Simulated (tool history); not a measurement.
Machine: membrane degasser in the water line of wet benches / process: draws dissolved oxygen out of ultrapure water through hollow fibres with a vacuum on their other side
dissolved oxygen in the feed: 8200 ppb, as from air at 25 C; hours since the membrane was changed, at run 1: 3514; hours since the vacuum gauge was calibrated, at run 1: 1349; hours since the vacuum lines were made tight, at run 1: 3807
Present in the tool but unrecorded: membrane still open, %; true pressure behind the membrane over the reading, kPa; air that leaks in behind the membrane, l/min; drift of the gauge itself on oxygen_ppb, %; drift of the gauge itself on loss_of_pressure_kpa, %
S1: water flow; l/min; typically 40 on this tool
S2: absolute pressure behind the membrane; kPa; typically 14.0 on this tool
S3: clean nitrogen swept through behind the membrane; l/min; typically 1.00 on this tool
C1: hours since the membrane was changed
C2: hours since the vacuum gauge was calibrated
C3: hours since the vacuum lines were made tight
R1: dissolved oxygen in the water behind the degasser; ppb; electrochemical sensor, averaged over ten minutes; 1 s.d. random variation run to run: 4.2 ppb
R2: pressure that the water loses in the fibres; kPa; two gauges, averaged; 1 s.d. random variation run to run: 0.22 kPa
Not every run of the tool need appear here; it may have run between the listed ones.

{"run": 1, "hour": 0.0, "S1": 40, "S2": 14.0, "S3": 1.0, "C1": 3514, "C2": 1349, "C3": 3807, "R1": 863.3, "R2": 52.53}
{"run": 2, "hour": 125.7, "S1": 40, "S2": 14.0, "S3": 1.0, "C1": 3639, "C2": 1475, "C3": 3932, "R1": 863.4, "R2": 52.43}
{"run": 3, "hour": 316.2, "S1": 40, "S2": 14.0, "S3": 1.0, "C1": 3830, "C2": 1665, "C3": 4123, "R1": 852.1, "R2": 52.37}
{"run": 4, "hour": 512.9, "S1": 40, "S2": 14.0, "S3": 1.0, "C1": 4027, "C2": 1862, "C3": 4320, "R1": 854.5, "R2": 52.37}
{"run": 5, "hour": 671.7, "S1": 40, "S2": 26.8, "S3": 1.0, "C1": 4185, "C2": 2021, "C3": 4478, "R1": 1612.5, "R2": 52.83}
{"run": 6, "hour": 848.8, "S1": 40, "S2": 26.8, "S3": 0.75, "C1": 4362, "C2": 2198, "C3": 4655, "R1": 1962.4, "R2": 52.28}
{"run": 7, "hour": 1011.5, "S1": 40, "S2": 26.8, "S3": 0.75, "C1": 4525, "C2": 2361, "C3": 4818, "R1": 1970.1, "R2": 52.59}
{"run": 8, "hour": 1108.1, "S1": 40, "S2": 14.0, "S3": 0.43, "C1": 4622, "C2": 2457, "C3": 4915, "R1": 1449.2, "R2": 52.11}
{"run": 9, "hour": 1321.5, "S1": 40, "S2": 14.0, "S3": 0.43, "C1": 4835, "C2": 2671, "C3": 5128, "R1": 1445.6, "R2": 52.23}
{"run": 10, "hour": 1456.3, "S1": 25, "S2": 14.0, "S3": 1.0, "C1": 4970, "C2": 2805, "C3": 5263, "R1": 552.4, "R2": 32.78}
{"run": 11, "hour": 1569.9, "S1": 40, "S2": 14.0, "S3": 1.0, "C1": 5084, "C2": 2919, "C3": 5377, "R1": 846.7, "R2": 52.5}
{"run": 12, "hour": 1670.8, "S1": 40, "S2": 14.0, "S3": 1.0, "C1": 5184, "C2": 3020, "C3": 5477, "R1": 850.4, "R2": 52.51}
{"hour": 1777.9, "done": "seals of the vacuum lines changed"}
{"run": 13, "hour": 1777.9, "S1": 47, "S2": 14.0, "S3": 1.0, "C1": 5290, "C2": 3125, "C3": 0, "R1": 993.1, "R2": 61.79}
{"run": 14, "hour": 1886.7, "S1": 47, "S2": 14.0, "S3": 1.0, "C1": 5398, "C2": 3234, "C3": 109, "R1": 984.6, "R2": 61.6}
{"run": 15, "hour": 2032.6, "S1": 31, "S2": 14.0, "S3": 1.0, "C1": 5544, "C2": 3380, "C3": 255, "R1": 672.2, "R2": 40.54}
{"run": 16, "hour": 2133.8, "S1": 31, "S2": 14.0, "S3": 1.0, "C1": 5645, "C2": 3481, "C3": 356, "R1": 679.5, "R2": 40.51}
{"run": 17, "hour": 2276.7, "S1": 61, "S2": 32.5, "S3": 0.84, "C1": 5788, "C2": 3624, "C3": 499, "R1": 2802.2, "R2": 80.23}
{"run": 18, "hour": 2445.7, "S1": 62, "S2": 11.4, "S3": 0.44, "C1": 5957, "C2": 3793, "C3": 668, "R1": 1550.3, "R2": 80.96}
{"run": 19, "hour": 2641.8, "S1": 39, "S2": 14.0, "S3": 1.0, "C1": 6153, "C2": 3989, "C3": 864, "R1": 826.6, "R2": 51.02}
{"run": 20, "hour": 2809.7, "S1": 55, "S2": 9.2, "S3": 0.5, "C1": 6321, "C2": 4157, "C3": 1032, "R1": 1042.4, "R2": 72.03}
{"run": 21, "hour": 2988.0, "S1": 58, "S2": 11.4, "S3": 0.5, "C1": 6500, "C2": 4335, "C3": 1210, "R1": 1383.5, "R2": 75.71}
{"run": 22, "hour": 3170.9, "S1": 40, "S2": 11.7, "S3": 0.57, "C1": 6683, "C2": 4518, "C3": 1393, "R1": 995.3, "R2": 52.83}
{"run": 23, "hour": 3329.8, "S1": 40, "S2": 21.9, "S3": 1.29, "C1": 6841, "C2": 4677, "C3": 1552, "R1": 1117.0, "R2": 52.08}
{"run": 24, "hour": 3462.3, "S1": 26, "S2": 21.9, "S3": 2.5, "C1": 6974, "C2": 4810, "C3": 1684, "R1": 438.9, "R2": 34.33}
{"hour": 3475.4, "done": "gauge calibrated"}
{"run": 25, "hour": 3628.1, "S1": 26, "S2": 21.9, "S3": 2.5, "C1": 7140, "C2": 4975, "C3": 1850, "R1": 450.1, "R2": 33.99}
{"run": 26, "hour": 3787.3, "S1": 32, "S2": 14.0, "S3": 1.18, "C1": 7299, "C2": 5135, "C3": 2009, "R1": 624.7, "R2": 41.62}
{"run": 27, "hour": 3975.9, "S1": 44, "S2": 14.0, "S3": 2.02, "C1": 7488, "C2": 5323, "C3": 2198, "R1": 584.3, "R2": 58.1}
{"run": 28, "hour": 4105.7, "S1": 40, "S2": 16.5, "S3": 1.36, "C1": 7617, "C2": 5453, "C3": 2328, "R1": 828.8, "R2": 52.73}
{"run": 29, "hour": 4286.1, "S1": 41, "S2": 16.1, "S3": 1.0, "C1": 7798, "C2": 5633, "C3": 2508, "R1": 1012.2, "R2": 53.83}
{"run": 30, "hour": 4374.7, "S1": 28, "S2": 19.1, "S3": 2.36, "C1": 7886, "C2": 5722, "C3": 2597, "R1": 436.8, "R2": 36.94}
{"run": 31, "hour": 4513.3, "S1": 28, "S2": 19.1, "S3": 2.36, "C1": 8025, "C2": 5861, "C3": 2735, "R1": 436.0, "R2": 37.08}

Below are 4 alternative next runs, each starting from the tool's condition after run 31. Predict each:
{"run": "A", "hour": 4639.4, "S1": 37, "S2": 19.1, "S3": 2.36, "C1": 8151, "C2": 5987, "C3": 2862, "R1": "?", "R2": "?"}
{"run": "B", "hour": 4639.4, "S1": 40, "S2": 26.2, "S3": 2.43, "C1": 8151, "C2": 5987, "C3": 2862, "R1": "?", "R2": "?"}
{"run": "C", "hour": 4639.4, "S1": 45, "S2": 19.8, "S3": 0.52, "C1": 8151, "C2": 5987, "C3": 2862, "R1": "?", "R2": "?"}
{"run": "D", "hour": 4639.4, "S1": 28, "S2": 8.6, "S3": 1.82, "C1": 8151, "C2": 5987, "C3": 2862, "R1": "?", "R2": "?"}

run=A R1=583.5 R2=48.48
run=B R1=844.4 R2=52.68
run=C R1=2001.7 R2=58.96
run=D R1=204.3 R2=36.60
Stripped of hidden state, with their random variation kept, the same runs would have yielded:
run=A R1=588.1 R2=48.41
run=B R1=851.3 R2=52.60
run=C R1=2019.2 R2=58.88
run=D R1=205.6 R2=36.55
